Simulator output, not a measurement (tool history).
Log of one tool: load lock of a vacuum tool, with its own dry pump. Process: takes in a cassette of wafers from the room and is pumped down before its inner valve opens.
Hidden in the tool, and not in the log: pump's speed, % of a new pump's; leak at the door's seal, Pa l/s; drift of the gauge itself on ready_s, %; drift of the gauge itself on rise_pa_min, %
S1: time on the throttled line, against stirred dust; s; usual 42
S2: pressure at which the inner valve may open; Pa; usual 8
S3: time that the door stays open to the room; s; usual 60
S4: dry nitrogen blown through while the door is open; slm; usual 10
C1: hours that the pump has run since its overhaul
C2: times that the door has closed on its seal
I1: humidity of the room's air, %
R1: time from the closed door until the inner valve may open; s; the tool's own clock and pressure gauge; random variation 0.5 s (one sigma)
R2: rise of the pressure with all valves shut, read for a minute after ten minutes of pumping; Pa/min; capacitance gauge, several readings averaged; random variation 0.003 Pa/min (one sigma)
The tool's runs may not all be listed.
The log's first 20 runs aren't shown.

run,hour,S1,S2,S3,S4,C1,C2,I1,R1,R2
21,1716.6,58,8,108,10,5147,10752,45.1,91.1,0.045
22,1808.2,58,8,29,10,5239,11195,42.6,89.8,0.024
23,1859.3,58,7,32,7,5290,11442,45.3,90.4,0.027
24,1927.8,58,7,32,30,5358,11773,49.1,90.8,0.014
25,2005.4,42,15,141,6,5436,12148,44.3,74.7,0.058
26,2105.0,42,15,141,6,5535,12629,46.9,74.2,0.063
27,2202.4,76,9,30,13,5633,13100,45.9,103.8,0.022
28,2303.5,76,9,30,13,5734,13589,43.6,103.7,0.031
29,2387.3,76,9,30,13,5818,13994,46.4,103.5,0.027
30,2506.9,34,8,31,35,5937,14572,42.9,71.6,0.012
31,2569.2,65,14,60,10,5999,14873,46.5,92.7,0.039
32,2673.6,42,10,40,10,6104,15377,45.4,75.9,0.031
33,2793.6,42,10,40,10,6224,15957,45.4,75.9,0.031
34,2886.7,33,8,60,10,6317,16407,44.7,70.7,0.034
35,2992.0,39,12,123,8,6422,16916,46.0,74.1,0.060
36,3079.5,39,7,123,6,6510,17339,45.4,76.1,0.053
37,3160.3,35,8,31,10,6591,17729,44.7,72.7,0.024
38,3216.3,22,8,60,10,6647,18000,47.9,62.7,0.036

3 ways to go on from here, each from the tool as it stands after run 38. What would each give?
A,3295.6,40,7,94,10,6726,18384,45.9,?,?
B,3295.6,63,8,123,10,6726,18384,46.2,?,?
C,3295.6,22,8,58,10,6726,18384,44.8,?,?

run,R1,R2
A,76.9,0.047
B,94.4,0.044
C,62.4,0.035
Without the tool's hidden state the same runs would have given:
run,R1,R2
A,76.9,0.046
B,94.4,0.044
C,62.4,0.035
